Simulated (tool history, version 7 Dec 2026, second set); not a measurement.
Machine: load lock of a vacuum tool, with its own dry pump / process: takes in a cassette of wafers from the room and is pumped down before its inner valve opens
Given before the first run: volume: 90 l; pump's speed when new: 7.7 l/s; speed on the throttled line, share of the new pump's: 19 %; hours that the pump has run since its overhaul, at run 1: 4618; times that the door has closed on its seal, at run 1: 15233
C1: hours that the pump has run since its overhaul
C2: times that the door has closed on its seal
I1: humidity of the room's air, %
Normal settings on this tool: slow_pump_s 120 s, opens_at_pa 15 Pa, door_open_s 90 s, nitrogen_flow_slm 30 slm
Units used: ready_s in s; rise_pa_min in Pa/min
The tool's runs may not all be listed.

run 1 hour=0 | slow_pump_s=120 opens_at_pa=15 door_open_s=90 nitrogen_flow_slm=30 | C1=4618 C2=15233 | I1=45.6 | ready_s=202.7 rise_pa_min=0.084
run 2 hour=196.8 | slow_pump_s=120 opens_at_pa=15 door_open_s=90 nitrogen_flow_slm=30 | C1=4815 C2=15597 | I1=43.1 | ready_s=203.6 rise_pa_min=0.081
run 3 hour=378.9 | slow_pump_s=120 opens_at_pa=15 door_open_s=90 nitrogen_flow_slm=30 | C1=4997 C2=15935 | I1=48.3 | ready_s=203.5 rise_pa_min=0.087
run 4 hour=684 | slow_pump_s=120 opens_at_pa=15 door_open_s=90 nitrogen_flow_slm=30 | C1=5302 C2=16499 | I1=42 | ready_s=204.7 rise_pa_min=0.087
run 5 hour=1038 | slow_pump_s=120 opens_at_pa=15 door_open_s=90 nitrogen_flow_slm=30 | C1=5656 C2=17155 | I1=44.3 | ready_s=206.4 rise_pa_min=0.091
run 6 hour=1439.9 | slow_pump_s=120 opens_at_pa=15 door_open_s=90 nitrogen_flow_slm=30 | C1=6058 C2=17899 | I1=48.1 | ready_s=205.9 rise_pa_min=0.096
run 7 hour=1682.1 | slow_pump_s=90 opens_at_pa=15 door_open_s=90 nitrogen_flow_slm=30 | C1=6300 C2=18347 | I1=45 | ready_s=180.7 rise_pa_min=0.095
run 8 hour=1958.4 | slow_pump_s=131 opens_at_pa=15 door_open_s=90 nitrogen_flow_slm=30 | C1=6577 C2=18859 | I1=43.1 | ready_s=213.8 rise_pa_min=0.105
run 9 hour=2159.6 | slow_pump_s=120 opens_at_pa=13 door_open_s=90 nitrogen_flow_slm=30 | C1=6778 C2=19231 | I1=49.4 | ready_s=210.2 rise_pa_min=0.112
run 10 hour=2413.2 | slow_pump_s=120 opens_at_pa=13 door_open_s=90 nitrogen_flow_slm=30 | C1=7032 C2=19701 | I1=46 | ready_s=206.7 rise_pa_min=0.102
run 11 hour=2600.6 | slow_pump_s=67 opens_at_pa=13 door_open_s=28 nitrogen_flow_slm=30 | C1=7219 C2=20048 | I1=46 | ready_s=164.3 rise_pa_min=0.096
run 12 hour=2898.1 | slow_pump_s=88 opens_at_pa=16 door_open_s=66 nitrogen_flow_slm=6 | C1=7516 C2=20598 | I1=48.6 | ready_s=180 rise_pa_min=0.12
run 13 hour=3119.4 | slow_pump_s=60 opens_at_pa=16 door_open_s=66 nitrogen_flow_slm=31 | C1=7738 C2=21008 | I1=49.4 | ready_s=157 rise_pa_min=0.112
run 14 hour=3486.1 | slow_pump_s=60 opens_at_pa=16 door_open_s=66 nitrogen_flow_slm=31 | C1=8104 C2=21687 | I1=45.5 | ready_s=157.5 rise_pa_min=0.118
run 15 hour=3809.7 | slow_pump_s=60 opens_at_pa=16 door_open_s=66 nitrogen_flow_slm=31 | C1=8428 C2=22286 | I1=47.7 | ready_s=159.5 rise_pa_min=0.118
run 16 hour=4126.1 | slow_pump_s=60 opens_at_pa=16 door_open_s=66 nitrogen_flow_slm=31 | C1=8744 C2=22872 | I1=44.9 | ready_s=158.6 rise_pa_min=0.121
run 17 hour=4463.1 | slow_pump_s=60 opens_at_pa=16 door_open_s=66 nitrogen_flow_slm=31 | C1=9082 C2=23496 | I1=42.9 | ready_s=159.4 rise_pa_min=0.123
run 18 hour=4661 | slow_pump_s=154 opens_at_pa=15 door_open_s=47 nitrogen_flow_slm=29 | C1=9279 C2=23862 | I1=44.2 | ready_s=235.2 rise_pa_min=0.127
run 19 hour=4885.4 | slow_pump_s=120 opens_at_pa=15 door_open_s=138 nitrogen_flow_slm=30 | C1=9504 C2=24277 | I1=43.5 | ready_s=206.7 rise_pa_min=0.143
run 20 hour=5087.7 | slow_pump_s=75 opens_at_pa=15 door_open_s=49 nitrogen_flow_slm=30 | C1=9706 C2=24652 | I1=42.4 | ready_s=172.2 rise_pa_min=0.132

What if the next run were any one of these 3? Each begins from the tool's condition after run 20:
run A hour=5341.2 | slow_pump_s=75 opens_at_pa=13 door_open_s=62 nitrogen_flow_slm=18 | C1=9960 C2=25121 | I1=43 | ready_s=? rise_pa_min=?
run B hour=5341.2 | slow_pump_s=75 opens_at_pa=15 door_open_s=73 nitrogen_flow_slm=30 | C1=9960 C2=25121 | I1=43.6 | ready_s=? rise_pa_min=?
run C hour=5341.2 | slow_pump_s=75 opens_at_pa=13 door_open_s=48 nitrogen_flow_slm=30 | C1=9960 C2=25121 | I1=46 | ready_s=? rise_pa_min=?

run=A ready_s=175.7 rise_pa_min=0.136
run=B ready_s=172.5 rise_pa_min=0.142
run=C ready_s=174.8 rise_pa_min=0.137
Take away the tool's hidden state, keep each run's random variation, and the runs would have read:
run=A ready_s=166.2 rise_pa_min=0.012
run=B ready_s=163.3 rise_pa_min=0.018
run=C ready_s=165.4 rise_pa_min=0.013
